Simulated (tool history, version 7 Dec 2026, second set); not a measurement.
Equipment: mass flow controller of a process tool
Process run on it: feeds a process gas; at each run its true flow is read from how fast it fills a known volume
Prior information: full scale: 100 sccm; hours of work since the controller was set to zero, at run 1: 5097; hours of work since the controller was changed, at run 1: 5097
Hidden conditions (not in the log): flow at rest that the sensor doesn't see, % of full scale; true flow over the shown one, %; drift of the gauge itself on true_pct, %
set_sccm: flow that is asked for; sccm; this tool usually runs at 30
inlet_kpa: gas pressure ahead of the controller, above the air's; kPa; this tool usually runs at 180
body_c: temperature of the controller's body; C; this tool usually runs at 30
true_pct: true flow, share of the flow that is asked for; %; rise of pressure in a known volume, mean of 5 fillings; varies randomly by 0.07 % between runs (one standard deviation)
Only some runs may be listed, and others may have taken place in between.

| run | hour | set_sccm | inlet_kpa | body_c | hours of work since the controller was set to zero | hours of work since the controller was changed | true_pct |
|---|---|---|---|---|---|---|---|
| 1 | 0.0 | 30 | 180 | 30 | 5097 | 5097 | 101.93 |
| 2 | 356.1 | 30 | 180 | 30 | 5315 | 5315 | 101.98 |
| 3 | 588.0 | 30 | 180 | 30 | 5457 | 5457 | 102.23 |
| 4 | 924.1 | 30 | 180 | 30 | 5663 | 5663 | 102.29 |
| 5 | 1276.0 | 30 | 180 | 30 | 5878 | 5878 | 102.50 |
| 6 | 1600.5 | 30 | 180 | 30 | 6077 | 6077 | 102.68 |
| 7 | 1917.1 | 30 | 144 | 30 | 6271 | 6271 | 102.90 |
| 8 | 2234.6 | 30 | 180 | 29 | 6465 | 6465 | 103.04 |
| 9 | 2427.7 | 30 | 180 | 30 | 6583 | 6583 | 102.99 |
| 10 | 2822.3 | 30 | 180 | 30 | 6825 | 6825 | 103.24 |
|  | 3043.8 | controller's zero set anew |
| 11 | 3184.5 | 81 | 180 | 30 | 86 | 7046 | 102.32 |
| 12 | 3363.9 | 81 | 180 | 30 | 196 | 7156 | 102.27 |
| 13 | 3718.1 | 81 | 180 | 30 | 413 | 7373 | 102.56 |
| 14 | 4127.9 | 81 | 180 | 30 | 664 | 7623 | 102.37 |
|  | 4290.2 | controller's zero set anew, once more |
| 15 | 4403.8 | 81 | 180 | 30 | 70 | 7792 | 100.40 |
| 16 | 4749.2 | 81 | 180 | 30 | 281 | 8003 | 100.66 |
| 17 | 4976.1 | 30 | 207 | 30 | 420 | 8142 | 99.41 |
|  | 5009.1 | controller exchanged for a calibrated one |
| 18 | 5354.3 | 87 | 180 | 30 | 211 | 211 | 99.63 |
| 19 | 5613.1 | 44 | 241 | 30 | 370 | 370 | 98.31 |
| 20 | 5834.0 | 44 | 241 | 30 | 505 | 505 | 98.33 |
| 21 | 6143.2 | 15 | 155 | 27 | 694 | 694 | 98.85 |
| 22 | 6423.6 | 16 | 144 | 30 | 866 | 866 | 98.79 |
| 23 | 6815.2 | 93 | 144 | 27 | 1105 | 1105 | 100.34 |
| 24 | 7087.4 | 93 | 172 | 27 | 1272 | 1272 | 100.24 |
| 25 | 7456.2 | 42 | 219 | 25 | 1498 | 1498 | 99.21 |
| 26 | 7687.9 | 30 | 203 | 22 | 1639 | 1639 | 99.47 |
| 27 | 8000.0 | 30 | 203 | 22 | 1830 | 1830 | 99.55 |
| 28 | 8391.7 | 19 | 164 | 32 | 2070 | 2070 | 99.94 |
| 29 | 8713.4 | 30 | 203 | 25 | 2267 | 2267 | 99.82 |
| 30 | 9090.9 | 30 | 180 | 24 | 2498 | 2498 | 99.94 |
| 31 | 9436.0 | 40 | 198 | 33 | 2709 | 2709 | 99.64 |
| 32 | 9750.9 | 33 | 208 | 26 | 2902 | 2902 | 100.03 |
| 33 | 10107.1 | 30 | 141 | 30 | 3120 | 3120 | 100.43 |
| 34 | 10298.1 | 30 | 141 | 30 | 3237 | 3237 | 100.55 |
| 35 | 10695.7 | 23 | 191 | 30 | 3480 | 3480 | 100.95 |
| 36 | 11004.5 | 23 | 191 | 30 | 3669 | 3669 | 100.96 |

Alternative continuations, all from the tool just after run 36; predict every row:
| A | 11171.8 | 34 | 195 | 30 | 3772 | 3772 | ? |
| B | 11171.8 | 22 | 246 | 34 | 3772 | 3772 | ? |
| C | 11171.8 | 85 | 180 | 30 | 3772 | 3772 | ? |
| D | 11171.8 | 46 | 258 | 30 | 3772 | 3772 | ? |
| E | 11171.8 | 70 | 180 | 24 | 3772 | 3772 | ? |

| run | true_pct |
|---|---|
| A | 100.59 |
| B | 100.92 |
| C | 100.75 |
| D | 100.01 |
| E | 100.62 |
Without the tool's unlogged condition, the same runs would have read:
| run | true_pct |
|---|---|
| A | 98.17 |
| B | 97.41 |
| C | 99.53 |
| D | 98.11 |
| E | 99.23 |
